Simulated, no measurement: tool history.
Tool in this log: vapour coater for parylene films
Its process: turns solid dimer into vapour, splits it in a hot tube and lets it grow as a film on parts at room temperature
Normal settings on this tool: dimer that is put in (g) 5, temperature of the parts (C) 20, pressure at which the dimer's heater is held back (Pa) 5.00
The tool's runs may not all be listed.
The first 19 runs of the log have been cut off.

run,hour,dimer that is put in (g),temperature of the parts (C),pressure at which the dimer's heater is held back (Pa),thickness of the film (um)
20,250.5,2,15,3.73,0.437
21,266.1,3,30,3.73,0.445
22,277.6,5,20,7.79,0.833
23,292.4,5,26,4.87,0.750
24,305.3,4,26,6.55,0.568
25,321.7,4,26,6.55,0.556
26,337.2,4,26,6.55,0.560
27,354.2,6,22,10.25,0.883
28,369.1,5,20,2.90,0.955
29,386.7,4,20,8.58,0.642
30,398.2,4,20,8.58,0.636
31,415.7,6,17,5.88,1.072
32,425.5,6,17,5.88,1.085
33,434.6,5,20,5.00,0.843
34,445.7,4,12,5.00,0.853

Alternative continuations, all from the tool just after run 34; predict every row:
A,453.0,2,29,2.80,?
B,453.0,2,26,5.00,?
C,453.0,6,21,6.30,?
D,453.0,4,12,3.97,?

run,thickness of the film (um)
A,0.298
B,0.302
C,0.959
D,0.884
The same runs, with their run-to-run variation unchanged, on a tool lacking any hidden condition would have given:
run,thickness of the film (um)
A,0.313
B,0.317
C,1.008
D,0.930

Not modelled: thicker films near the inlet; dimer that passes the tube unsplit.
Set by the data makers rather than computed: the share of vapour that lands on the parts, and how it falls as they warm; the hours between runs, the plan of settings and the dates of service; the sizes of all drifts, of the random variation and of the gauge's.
